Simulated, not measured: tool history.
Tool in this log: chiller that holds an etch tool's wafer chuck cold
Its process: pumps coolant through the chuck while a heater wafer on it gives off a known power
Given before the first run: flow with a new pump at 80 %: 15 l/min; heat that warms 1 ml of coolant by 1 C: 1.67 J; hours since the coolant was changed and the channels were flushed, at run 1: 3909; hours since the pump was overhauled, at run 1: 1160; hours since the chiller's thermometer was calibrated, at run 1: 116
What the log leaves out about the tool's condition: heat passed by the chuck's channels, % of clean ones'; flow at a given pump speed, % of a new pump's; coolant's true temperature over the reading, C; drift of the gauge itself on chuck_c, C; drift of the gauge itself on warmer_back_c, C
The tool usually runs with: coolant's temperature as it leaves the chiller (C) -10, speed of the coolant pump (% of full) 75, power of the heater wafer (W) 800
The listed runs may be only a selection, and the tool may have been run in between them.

run,hour,coolant's temperature as it leaves the chiller (C),speed of the coolant pump (% of full),power of the heater wafer (W),hours since the coolant was changed and the channels were flushed,hours since the pump was overhauled,hours since the chiller's thermometer was calibrated,chuck's temperature once it has settled (C),how much warmer the coolant comes back (C)
1,0.0,-10,75,800,3909,1160,116,-4.0,2.05
2,30.7,-10,86,800,3939,1190,147,-4.5,1.73
3,49.2,-10,82,800,3958,1209,166,-4.2,1.94
4,66.1,-10,82,800,3975,1226,182,-4.3,1.92
5,85.1,-14,82,800,3994,1245,201,-8.4,1.96
6,100.6,-14,82,800,4009,1260,217,-8.2,1.89
7,126.9,-14,82,800,4035,1287,243,-8.4,1.97
8,154.0,-14,82,800,4063,1314,270,-8.3,1.91
9,173.0,-10,75,800,4082,1333,289,-3.9,2.12
10,197.4,-10,75,800,4106,1357,314,-3.7,2.23
11,225.3,-9,75,800,4134,1385,342,-2.9,2.20
12,241.0,-9,75,800,4150,1401,357,-2.7,2.19
13,263.6,-9,75,800,4172,1423,380,-2.8,2.19
14,283.2,-9,75,800,4192,1443,400,-2.9,2.21
15,302.9,-9,75,800,4211,1463,419,-2.7,2.27
16,335.3,-9,75,800,4244,1495,452,-2.9,2.30
17,354.4,-9,75,800,4263,1514,471,-2.9,2.29
18,373.8,-12,75,469,4282,1534,490,-8.5,1.44
19,406.8,-12,75,469,4315,1566,523,-8.5,1.46
20,424.1,-12,75,558,4333,1584,540,-7.8,1.69
21,457.3,-12,75,558,4366,1617,574,-7.5,1.75
22,476.4,-1,75,456,4385,1636,593,2.6,1.48
23,496.5,-1,75,456,4405,1656,613,2.4,1.52
24,529.5,-1,75,456,4438,1689,646,2.7,1.50
25,559.6,-1,97,406,4468,1719,676,1.5,1.11
26,582.0,-1,97,406,4491,1742,698,1.5,1.10
27,598.1,-10,75,557,4507,1758,714,-5.6,1.78
28,634.2,-10,75,493,4543,1794,751,-6.1,1.67
29,651.6,-10,96,493,4560,1811,768,-6.9,1.39
30,673.5,-4,84,785,4582,1833,790,1.6,2.25
# hour 697.5: gauge calibrated
31,707.7,-4,84,785,4616,1867,824,1.4,1.79

Consider 3 possible next runs. They are alternatives, not a sequence: every one starts from the tool as it was left by run 31. What does each give?
A,732.1,-10,75,503,4641,1892,848,?,?
B,732.1,-20,84,942,4641,1892,848,?,?
C,732.1,-2,76,800,4641,1892,848,?,?

run,chuck's temperature once it has settled (C),how much warmer the coolant comes back (C)
A,-6.1,1.33
B,-13.3,2.21
C,4.1,2.08
Stripped of hidden state, with their random variation kept, the same runs would have yielded:
run,chuck's temperature once it has settled (C),how much warmer the coolant comes back (C)
A,-6.2,1.30
B,-13.3,2.18
C,4.1,2.06

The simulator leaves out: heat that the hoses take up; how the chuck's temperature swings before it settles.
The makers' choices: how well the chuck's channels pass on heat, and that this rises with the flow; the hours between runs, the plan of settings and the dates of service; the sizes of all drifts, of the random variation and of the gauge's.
